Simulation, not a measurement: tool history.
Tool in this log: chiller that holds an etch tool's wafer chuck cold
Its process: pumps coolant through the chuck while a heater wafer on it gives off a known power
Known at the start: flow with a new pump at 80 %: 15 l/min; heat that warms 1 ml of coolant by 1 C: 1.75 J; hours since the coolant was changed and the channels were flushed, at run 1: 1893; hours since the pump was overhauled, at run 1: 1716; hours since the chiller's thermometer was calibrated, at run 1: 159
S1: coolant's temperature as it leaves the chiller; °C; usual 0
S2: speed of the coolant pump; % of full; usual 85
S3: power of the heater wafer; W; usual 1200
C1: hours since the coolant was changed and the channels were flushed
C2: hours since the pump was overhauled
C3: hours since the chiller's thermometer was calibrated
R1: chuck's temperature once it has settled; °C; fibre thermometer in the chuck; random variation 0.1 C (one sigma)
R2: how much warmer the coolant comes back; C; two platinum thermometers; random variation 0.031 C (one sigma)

run 1 hour=0.0 | S1=0 S2=85 S3=1200 | C1=1893 C2=1716 C3=159 | R1=6.8 R2=2.63
run 2 hour=56.1 | S1=0 S2=85 S3=1200 | C1=1949 C2=1772 C3=215 | R1=6.9 R2=2.59
run 3 hour=107.7 | S1=0 S2=85 S3=1200 | C1=2000 C2=1824 C3=266 | R1=6.9 R2=2.68
run 4 hour=169.0 | S1=0 S2=85 S3=1200 | C1=2062 C2=1885 C3=328 | R1=7.1 R2=2.66
run 5 hour=215.4 | S1=0 S2=85 S3=1200 | C1=2108 C2=1932 C3=374 | R1=7.1 R2=2.65
run 6 hour=276.1 | S1=0 S2=85 S3=1200 | C1=2169 C2=1992 C3=435 | R1=6.8 R2=2.74
run 7 hour=322.7 | S1=0 S2=85 S3=1200 | C1=2215 C2=2039 C3=481 | R1=7.0 R2=2.75
run 8 hour=379.8 | S1=0 S2=85 S3=1200 | C1=2273 C2=2096 C3=538 | R1=6.9 R2=2.82
run 9 hour=444.5 | S1=0 S2=85 S3=1200 | C1=2337 C2=2161 C3=603 | R1=7.1 R2=2.83
run 10 hour=502.9 | S1=9 S2=85 S3=1200 | C1=2396 C2=2219 C3=662 | R1=16.1 R2=2.77
run 11 hour=566.9 | S1=0 S2=85 S3=1200 | C1=2460 C2=2283 C3=726 | R1=7.0 R2=2.93
run 12 hour=595.3 | S1=0 S2=85 S3=1200 | C1=2488 C2=2312 C3=754 | R1=7.1 R2=2.89
run 13 hour=623.7 | S1=0 S2=85 S3=1200 | C1=2516 C2=2340 C3=782 | R1=7.0 R2=2.89
run 14 hour=689.3 | S1=6 S2=94 S3=649 | C1=2582 C2=2406 C3=848 | R1=9.4 R2=1.59
run 15 hour=724.5 | S1=-7 S2=85 S3=685 | C1=2617 C2=2441 C3=883 | R1=-3.0 R2=1.84
run 16 hour=769.7 | S1=2 S2=85 S3=1200 | C1=2662 C2=2486 C3=928 | R1=8.9 R2=3.04
-- hour=813.2 gauge calibrated
run 17 hour=820.5 | S1=4 S2=85 S3=1335 | C1=2713 C2=2537 C3=979 | R1=11.9 R2=2.88
run 18 hour=885.7 | S1=0 S2=87 S3=1394 | C1=2778 C2=2602 C3=1044 | R1=8.1 R2=2.91
run 19 hour=915.1 | S1=0 S2=87 S3=1394 | C1=2808 C2=2631 C3=1074 | R1=8.0 R2=2.96
run 20 hour=954.2 | S1=9 S2=82 S3=1000 | C1=2847 C2=2671 C3=1113 | R1=15.0 R2=2.33
run 21 hour=995.0 | S1=9 S2=82 S3=1000 | C1=2888 C2=2711 C3=1154 | R1=14.9 R2=2.38
run 22 hour=1060.7 | S1=9 S2=82 S3=1690 | C1=2953 C2=2777 C3=1219 | R1=19.2 R2=3.87
run 23 hour=1120.7 | S1=9 S2=85 S3=1356 | C1=3013 C2=2837 C3=1279 | R1=16.9 R2=3.15

Run by run, hidden condition taken away, random variation retained:
The tool's hidden condition here consists of: heat passed by the chuck's channels, % of clean ones'; flow at a given pump speed, % of a new pump's; coolant's true temperature over the reading, C; drift of the gauge itself on chuck_c, C; drift of the gauge itself on warmer_back_c, C.
run=1 R2=2.63
run=2 R2=2.56
run=3 R2=2.62
run=4 R2=2.57
run=5 R2=2.52
run=6 R2=2.58
run=7 R2=2.57
run=8 R2=2.60
run=9 R2=2.58
run=10 R2=2.49
run=11 R2=2.61
run=12 R2=2.56
run=13 R2=2.54
run=14 R2=1.20
run=15 R2=1.43
run=16 R2=2.60
run=17 R2=2.87
run=18 R2=2.86
run=19 R2=2.90
run=20 R2=2.25
run=21 R2=2.28
run=22 R2=3.73
run=23 R2=2.98
R1: same as the measured value in every run.

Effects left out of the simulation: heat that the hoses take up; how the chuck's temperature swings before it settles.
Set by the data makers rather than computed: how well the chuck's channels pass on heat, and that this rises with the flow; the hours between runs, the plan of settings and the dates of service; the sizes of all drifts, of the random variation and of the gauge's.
